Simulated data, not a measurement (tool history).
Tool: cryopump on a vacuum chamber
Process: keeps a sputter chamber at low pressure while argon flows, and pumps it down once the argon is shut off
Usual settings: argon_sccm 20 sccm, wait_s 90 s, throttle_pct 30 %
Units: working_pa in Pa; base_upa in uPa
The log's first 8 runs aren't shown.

| run | hour | argon_sccm | wait_s | throttle_pct | working_pa | base_upa |
|---|---|---|---|---|---|---|
| 9 | 121.0 | 36 | 90 | 53 | 0.0953 | 1.56 |
| 10 | 132.7 | 36 | 90 | 53 | 0.0948 | 1.54 |
| 11 | 141.5 | 20 | 90 | 30 | 0.0922 | 1.55 |
| 12 | 157.4 | 20 | 90 | 30 | 0.0930 | 1.59 |
| 13 | 167.5 | 11 | 90 | 30 | 0.0511 | 1.59 |
| 14 | 181.4 | 20 | 90 | 30 | 0.0928 | 1.63 |
| 15 | 196.3 | 38 | 90 | 30 | 0.1746 | 1.52 |
| 16 | 210.8 | 20 | 90 | 18 | 0.1504 | 1.70 |
| 17 | 228.4 | 20 | 90 | 18 | 0.1526 | 1.55 |
| 18 | 244.1 | 37 | 90 | 18 | 0.2821 | 1.61 |
| 19 | 264.2 | 21 | 90 | 30 | 0.0979 | 1.53 |
| 20 | 277.2 | 20 | 262 | 31 | 0.0895 | 0.69 |
| 21 | 295.6 | 20 | 262 | 31 | 0.0885 | 0.71 |
| 22 | 305.2 | 20 | 262 | 31 | 0.0900 | 0.70 |
| 23 | 322.2 | 20 | 262 | 31 | 0.0893 | 0.74 |
| 24 | 340.2 | 8 | 90 | 30 | 0.0377 | 1.56 |
| 25 | 350.5 | 8 | 90 | 30 | 0.0371 | 1.61 |
| 26 | 368.8 | 29 | 23 | 38 | 0.1083 | 5.49 |
| 27 | 386.7 | 31 | 90 | 30 | 0.1444 | 1.60 |
| 28 | 405.8 | 31 | 90 | 29 | 0.1487 | 1.62 |
| 29 | 423.6 | 31 | 90 | 29 | 0.1500 | 1.60 |
| 30 | 438.6 | 31 | 84 | 29 | 0.1494 | 1.63 |
| 31 | 457.5 | 20 | 84 | 31 | 0.0894 | 1.72 |
| 32 | 473.1 | 35 | 174 | 25 | 0.1942 | 0.95 |
| 33 | 490.9 | 35 | 174 | 25 | 0.1959 | 0.95 |

3 ways to go on from here, each from the tool as it stands after run 33. What would each give?
| A | 507.6 | 35 | 22 | 25 | ? | ? |
| B | 507.6 | 17 | 174 | 25 | ? | ? |
| C | 507.6 | 10 | 174 | 26 | ? | ? |

| run | working_pa | base_upa |
|---|---|---|
| A | 0.1952 | 5.83 |
| B | 0.0945 | 1.01 |
| C | 0.0538 | 0.97 |
Without the tool's hidden state the same runs would have given:
| run | working_pa | base_upa |
|---|---|---|
| A | 0.1877 | 5.76 |
| B | 0.0909 | 0.95 |
| C | 0.0516 | 0.91 |

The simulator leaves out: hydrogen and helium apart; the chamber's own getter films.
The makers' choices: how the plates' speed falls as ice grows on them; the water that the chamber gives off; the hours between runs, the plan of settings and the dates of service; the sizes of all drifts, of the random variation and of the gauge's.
